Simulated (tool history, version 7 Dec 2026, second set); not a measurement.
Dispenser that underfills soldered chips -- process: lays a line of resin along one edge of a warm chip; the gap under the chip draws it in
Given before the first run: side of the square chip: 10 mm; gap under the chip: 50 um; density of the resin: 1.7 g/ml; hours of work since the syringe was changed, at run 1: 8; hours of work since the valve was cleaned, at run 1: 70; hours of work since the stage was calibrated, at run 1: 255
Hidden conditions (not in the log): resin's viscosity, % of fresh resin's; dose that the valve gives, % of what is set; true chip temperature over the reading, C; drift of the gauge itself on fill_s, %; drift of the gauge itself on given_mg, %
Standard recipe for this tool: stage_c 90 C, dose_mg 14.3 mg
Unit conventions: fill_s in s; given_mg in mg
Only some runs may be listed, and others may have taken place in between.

| run | hour | stage_c | dose_mg | hours of work since the syringe was changed | hours of work since the valve was cleaned | hours of work since the stage was calibrated | fill_s | given_mg |
|---|---|---|---|---|---|---|---|---|
| 1 | 0 | 90 | 14.3 | 8 | 70 | 255 | 74.6 | 13.47 |
|  | 4.5 | new syringe of resin |
| 2 | 7 | 90 | 14.3 | 2 | 74 | 260 | 55.3 | 13.28 |
| 3 | 17.2 | 90 | 14.3 | 9 | 81 | 267 | 77.6 | 13.29 |
|  | 20.4 | new syringe of resin |
| 4 | 22 | 90 | 14.3 | 1 | 84 | 270 | 53.6 | 13.23 |
| 5 | 26.7 | 90 | 14.3 | 4 | 87 | 273 | 63.4 | 13 |
|  | 36.5 | new syringe of resin |
| 6 | 37.2 | 101 | 14.3 | 1 | 94 | 280 | 38.1 | 13.04 |
| 7 | 42.4 | 90 | 12.9 | 4 | 98 | 284 | 62.2 | 11.76 |
|  | 52.3 | new syringe of resin |
| 8 | 52.4 | 90 | 12.9 | 0 | 105 | 290 | 51.6 | 11.58 |
| 9 | 60.8 | 82 | 12.9 | 6 | 110 | 296 | 88.7 | 11.61 |
|  | 67.9 | new syringe of resin |
| 10 | 69.8 | 98 | 14.3 | 1 | 116 | 302 | 42.1 | 12.61 |
| 11 | 76.3 | 98 | 14.3 | 6 | 121 | 307 | 53.3 | 12.62 |
|  | 84 | new syringe of resin |
| 12 | 84.2 | 98 | 14.3 | 0 | 126 | 312 | 40.9 | 12.53 |
|  | 89.7 | dispensing valve cleaned and set on the balance |
| 13 | 89.7 | 98 | 14.3 | 3 | 0 | 315 | 48 | 14.23 |
| 14 | 98.5 | 98 | 14.3 | 9 | 6 | 321 | 64.2 | 14.23 |
|  | 100.6 | new syringe of resin |
| 15 | 105.1 | 98 | 14.3 | 3 | 10 | 325 | 45.1 | 14.14 |
| 16 | 113.8 | 85 | 14.3 | 9 | 16 | 331 | 88.4 | 14.16 |
|  | 116.1 | new syringe of resin |
| 17 | 122.7 | 85 | 14.3 | 4 | 22 | 337 | 72.8 | 13.98 |
| 18 | 131.2 | 90 | 14.3 | 10 | 28 | 343 | 85 | 13.98 |
|  | 132.3 | new syringe of resin |
| 19 | 140.6 | 90 | 14.4 | 6 | 34 | 349 | 68.8 | 14.02 |
|  | 147.9 | new syringe of resin |
| 20 | 151.2 | 97 | 15.2 | 2 | 41 | 356 | 46.2 | 14.48 |
| 21 | 160.1 | 94 | 15.6 | 8 | 47 | 362 | 68.3 | 14.8 |
|  | 163.7 | new syringe of resin |
| 22 | 168.7 | 92 | 16.6 | 3 | 53 | 368 | 55.5 | 15.83 |
| 23 | 174.9 | 91 | 14.9 | 8 | 57 | 372 | 70.4 | 13.89 |
|  | 179.3 | new syringe of resin |
| 24 | 185 | 97 | 14.3 | 4 | 64 | 379 | 51 | 13.5 |
| 25 | 194.1 | 90 | 17.6 | 10 | 70 | 385 | 82.7 | 16.32 |
|  | 195.1 | new syringe of resin |
| 26 | 200.5 | 103 | 15.2 | 4 | 74 | 389 | 41.8 | 14.01 |
| 27 | 208.6 | 81 | 16.1 | 9 | 80 | 394 | 104.6 | 14.86 |
|  | 211 | new syringe of resin |
| 28 | 219.3 | 81 | 16.1 | 6 | 87 | 402 | 88.5 | 14.72 |
|  | 226.4 | new syringe of resin |
| 29 | 227.4 | 81 | 16.1 | 1 | 92 | 407 | 67.5 | 14.59 |
| 30 | 237.3 | 86 | 14.3 | 7 | 99 | 414 | 85.6 | 12.9 |
|  | 242.4 | new syringe of resin |
| 31 | 246.6 | 86 | 14.3 | 3 | 105 | 420 | 67.8 | 12.78 |
| 32 | 254.6 | 78 | 18.3 | 8 | 111 | 425 | 112 | 16.28 |
|  | 258.2 | new syringe of resin |
| 33 | 263.8 | 105 | 16.1 | 4 | 117 | 431 | 41.6 | 14.24 |
| 34 | 271.1 | 105 | 16.1 | 9 | 122 | 436 | 53.2 | 14.19 |
|  | 274.1 | new syringe of resin |
| 35 | 277.2 | 105 | 16.1 | 2 | 126 | 440 | 37.7 | 14.17 |

Entry by entry between the runs, the difference in hidden state between the last listed run before and the first listed run after:
Run 1 -> run 2: new syringe of resin (hour 4.5)
  resin's viscosity, % of fresh resin's: 148.6 -> 108.9; dose that the valve gives, % of what is set: 93.5 -> 93.06; true chip temperature over the reading, C: -0.36 -> -0.37
  measured minus no-state result, fill_s: +25.4 -> +5.4 s; given_mg: -0.93 -> -0.99 mg
Run 3 -> run 4: new syringe of resin (hour 20.4)
  resin's viscosity, % of fresh resin's: 154.3 -> 106.1; dose that the valve gives, % of what is set: 92.36 -> 92.05; true chip temperature over the reading, C: -0.39 -> -0.4
  measured minus no-state result, fill_s: +28.2 -> +4.1 s; given_mg: -1.1 -> -1.15 mg
Run 5 -> run 6: new syringe of resin (hour 36.5)
  resin's viscosity, % of fresh resin's: 124.5 -> 101.6; dose that the valve gives, % of what is set: 91.75 -> 91.05; true chip temperature over the reading, C: -0.41 -> -0.43
  measured minus no-state result, fill_s: +13.5 -> +1.4 s; given_mg: -1.17 -> -1.28 mg
Run 7 -> run 8: new syringe of resin (hour 52.3)
  resin's viscosity, % of fresh resin's: 121.2 -> 101.2; dose that the valve gives, % of what is set: 90.71 -> 90.05; true chip temperature over the reading, C: -0.44 -> -0.46
  measured minus no-state result, fill_s: +12.5 -> +2.3 s; given_mg: -1.21 -> -1.28 mg
Run 9 -> run 10: new syringe of resin (hour 67.9)
  resin's viscosity, % of fresh resin's: 134.7 -> 105.5; dose that the valve gives, % of what is set: 89.51 -> 88.91; true chip temperature over the reading, C: -0.48 -> -0.5
  measured minus no-state result, fill_s: +25 -> +3.2 s; given_mg: -1.35 -> -1.57 mg
Run 11 -> run 12: new syringe of resin (hour 84)
  resin's viscosity, % of fresh resin's: 131.8 -> 101.6; dose that the valve gives, % of what is set: 88.45 -> 87.92; true chip temperature over the reading, C: -0.51 -> -0.53
  measured minus no-state result, fill_s: +13.9 -> +1.9 s; given_mg: -1.64 -> -1.73 mg
Run 12 -> run 13: dispensing valve cleaned and set on the balance (hour 89.7)
  resin's viscosity, % of fresh resin's: 101.6 -> 118.3; dose that the valve gives, % of what is set: 87.92 -> 99.72
  measured minus no-state result, fill_s: +1.9 -> +7.9 s; given_mg: -1.73 -> -0.04 mg
Run 14 -> run 15: new syringe of resin (hour 100.6)
  resin's viscosity, % of fresh resin's: 160.1 -> 113.2; dose that the valve gives, % of what is set: 99.1 -> 98.73; true chip temperature over the reading, C: -0.55 -> -0.57
  measured minus no-state result, fill_s: +24.7 -> +5.9 s; given_mg: -0.13 -> -0.18 mg
Run 16 -> run 17: new syringe of resin (hour 116.1)
  resin's viscosity, % of fresh resin's: 152.4 -> 125.5; dose that the valve gives, % of what is set: 98.18 -> 97.67; true chip temperature over the reading, C: -0.58 -> -0.6
  measured minus no-state result, fill_s: +31.5 -> +15.9 s; given_mg: -0.26 -> -0.33 mg
Run 18 -> run 19: new syringe of resin (hour 132.3)
  resin's viscosity, % of fresh resin's: 167.8 -> 135.8; dose that the valve gives, % of what is set: 97.07 -> 96.46; true chip temperature over the reading, C: -0.62 -> -0.64
  measured minus no-state result, fill_s: +35.3 -> +19.2 s; given_mg: -0.42 -> -0.52 mg
Run 19 -> run 20: new syringe of resin (hour 147.9)
  resin's viscosity, % of fresh resin's: 135.8 -> 113.2; dose that the valve gives, % of what is set: 96.46 -> 95.79; true chip temperature over the reading, C: -0.64 -> -0.66
  measured minus no-state result, fill_s: +19.2 -> +6.2 s; given_mg: -0.52 -> -0.64 mg
Run 21 -> run 22: new syringe of resin (hour 163.7)
  resin's viscosity, % of fresh resin's: 153.9 -> 117.8; dose that the valve gives, % of what is set: 95.18 -> 94.62; true chip temperature over the reading, C: -0.68 -> -0.7
  measured minus no-state result, fill_s: +25.1 -> +9.4 s; given_mg: -0.75 -> -0.89 mg
Run 23 -> run 24: new syringe of resin (hour 179.3)
  resin's viscosity, % of fresh resin's: 145.7 -> 120.6; dose that the valve gives, % of what is set: 94.21 -> 93.53; true chip temperature over the reading, C: -0.71 -> -0.73
  measured minus no-state result, fill_s: +23.2 -> +9.8 s; given_mg: -0.86 -> -0.94 mg
Run 25 -> run 26: new syringe of resin (hour 195.1)
  resin's viscosity, % of fresh resin's: 164.3 -> 119.4; dose that the valve gives, % of what is set: 92.98 -> 92.59; true chip temperature over the reading, C: -0.75 -> -0.76
  measured minus no-state result, fill_s: +33.6 -> +7.7 s; given_mg: -1.24 -> -1.11 mg
Run 27 -> run 28: new syringe of resin (hour 211)
  resin's viscosity, % of fresh resin's: 157.2 -> 132.5; dose that the valve gives, % of what is set: 92.03 -> 91.37; true chip temperature over the reading, C: -0.78 -> -0.8
  measured minus no-state result, fill_s: +40 -> +23.6 s; given_mg: -1.28 -> -1.39 mg
Run 28 -> run 29: new syringe of resin (hour 226.4)
  resin's viscosity, % of fresh resin's: 132.5 -> 102.8; dose that the valve gives, % of what is set: 91.37 -> 90.86; true chip temperature over the reading, C: -0.8 -> -0.82
  measured minus no-state result, fill_s: +23.6 -> +3.8 s; given_mg: -1.39 -> -1.47 mg
Run 30 -> run 31: new syringe of resin (hour 242.4)
  resin's viscosity, % of fresh resin's: 144 -> 118.5; dose that the valve gives, % of what is set: 90.17 -> 89.57; true chip temperature over the reading, C: -0.84 -> -0.86
  measured minus no-state result, fill_s: +28.2 -> +12.7 s; given_mg: -1.41 -> -1.49 mg
Run 32 -> run 33: new syringe of resin (hour 258.2)
  resin's viscosity, % of fresh resin's: 155.8 -> 123.2; dose that the valve gives, % of what is set: 89.09 -> 88.52; true chip temperature over the reading, C: -0.87 -> -0.89
  measured minus no-state result, fill_s: +42 -> +8.9 s; given_mg: -1.99 -> -1.84 mg
Run 34 -> run 35: new syringe of resin (hour 274.1)
  resin's viscosity, % of fresh resin's: 158 -> 113; dose that the valve gives, % of what is set: 88.06 -> 87.71; true chip temperature over the reading, C: -0.91 -> -0.92
  measured minus no-state result, fill_s: +20.5 -> +5.5 s; given_mg: -1.92 -> -1.98 mg
